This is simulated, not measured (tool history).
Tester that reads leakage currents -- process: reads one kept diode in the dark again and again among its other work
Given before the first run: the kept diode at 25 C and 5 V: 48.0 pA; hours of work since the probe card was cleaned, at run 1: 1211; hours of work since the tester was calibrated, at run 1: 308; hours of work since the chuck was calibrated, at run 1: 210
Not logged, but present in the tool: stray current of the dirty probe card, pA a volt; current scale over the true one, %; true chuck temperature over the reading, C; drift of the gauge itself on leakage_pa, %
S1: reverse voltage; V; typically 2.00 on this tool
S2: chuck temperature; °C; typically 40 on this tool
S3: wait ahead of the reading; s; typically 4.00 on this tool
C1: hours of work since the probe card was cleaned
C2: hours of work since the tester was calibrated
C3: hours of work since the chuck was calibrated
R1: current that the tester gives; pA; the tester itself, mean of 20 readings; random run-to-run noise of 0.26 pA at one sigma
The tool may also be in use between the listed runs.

run    hour     S1  S2    S3    C1    C2    C3      R1
  1     0.0   2.00  40  4.00  1211   308   210   85.29
  2    61.7   6.92  40  4.00  1251   347   250  178.12
  3    93.0   6.92  40  4.00  1271   368   270  178.46
  4   142.1   2.00  40  8.29  1303   399   302   83.99
  5   191.5   2.00  40  8.29  1334   431   334   83.57
  6   230.2   2.00  40  8.29  1359   456   359   83.53
  7   281.9   1.42  40  4.00  1393   489   392   68.25
  8   326.8   1.42  40  4.00  1422   518   421   68.24
  9   377.5   2.00  40  4.00  1454   551   453   83.81
 10   414.8   2.00  40  3.79  1478   575   478   83.11
 11   477.5   4.95  40  4.00  1519   615   518  142.99
 12   525.6   4.95  40  4.00  1550   646   549  142.93
 13   591.9  15.63  40  4.00  1592   689   592  286.50
 14   642.9  15.63  40  4.00  1625   722   624  287.02
 15   694.6  15.63  40  4.00  1659   755   658  285.38
 16   726.4  15.63  40  4.00  1679   776   678  285.45
 17   769.4   2.00  40  4.00  1707   803   706   81.91
 18   817.5   2.00  42  4.00  1738   834   737   94.13
 19   859.3   2.00  40  1.71  1765   861   764   81.38
 20   914.5   2.00  40  4.00  1800   897   799   81.18
 21   957.3  12.32  40  9.77  1828   925   827  244.59
      964.6  -- probe card cleaned and baked
 22  1005.7  12.32  40  9.77    26   954   856  246.88
 23  1036.5  12.32  40  9.77    46   974   876  246.92
 24  1080.4  12.32  40  9.77    75  1002   904  246.34
 25  1142.6  12.32  40  9.77   115  1042   944  245.30
 26  1194.3   1.22  40  9.77   148  1075   978   59.61
 27  1250.3   1.22  40  9.77   184  1111  1014   59.46
 28  1314.2  16.24  33  4.00   225  1152  1055  179.71
     1354.2  -- probe card cleaned and baked, once more
 29  1375.4   2.27  25  1.14    14  1190  1093   27.23

What does the tool deliver on the next run?
 30  1436.1  2.84  25  8.95  53  1229  1132   ?

Run 30 measured R1 30.89 pA.
With no hidden state in the tool, this same run would have given R1 34.41 pA.
